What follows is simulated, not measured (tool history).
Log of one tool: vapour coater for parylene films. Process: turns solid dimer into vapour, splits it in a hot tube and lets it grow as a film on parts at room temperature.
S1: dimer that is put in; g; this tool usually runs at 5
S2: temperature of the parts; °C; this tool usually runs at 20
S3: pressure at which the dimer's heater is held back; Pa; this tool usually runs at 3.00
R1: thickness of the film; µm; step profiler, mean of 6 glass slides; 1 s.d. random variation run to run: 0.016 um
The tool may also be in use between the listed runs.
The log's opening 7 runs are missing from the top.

run     day  S1  S2     S3    R1
  8  14.333   5  20   2.52  1.77
  9  16.475   5  20   2.52  1.77
     18.350  -- trap's valve overhauled
 10  18.350   5  20   2.52  1.76
 11  21.475   5  20   2.52  1.77
 12  23.846   8  20   3.00  2.75
 13  26.479   5  20   3.00  1.73
 14  29.508   5  20   3.00  1.69
 15  32.312   5  20   3.00  1.71
 16  33.592   5  17   3.00  1.89
     34.258  -- trap's valve overhauled
 17  36.108   5  17   3.00  1.87
 18  37.912   4  20   9.71  1.11
 19  39.867   3  18   9.71  0.89
 20  41.717   7  15  10.80  2.22
 21  43.171   2  15   2.21  0.85
 22  45.371   5  26   3.00  1.43
 23  47.704   5  26   3.00  1.45
 24  49.058   5  26   3.00  1.47
     50.138  -- trap's valve overhauled
 25  51.096   2  13  10.33  0.65
 26  53.962   5  19   4.53  1.64
 27  55.358   2  20   2.72  0.70

Forecast run 28:
 28  57.733   2  20  2.72   ?

R1: 0.71 µm
On a tool with no hidden condition, and with the same random variation, this run would have come out at R1 0.71 µm.
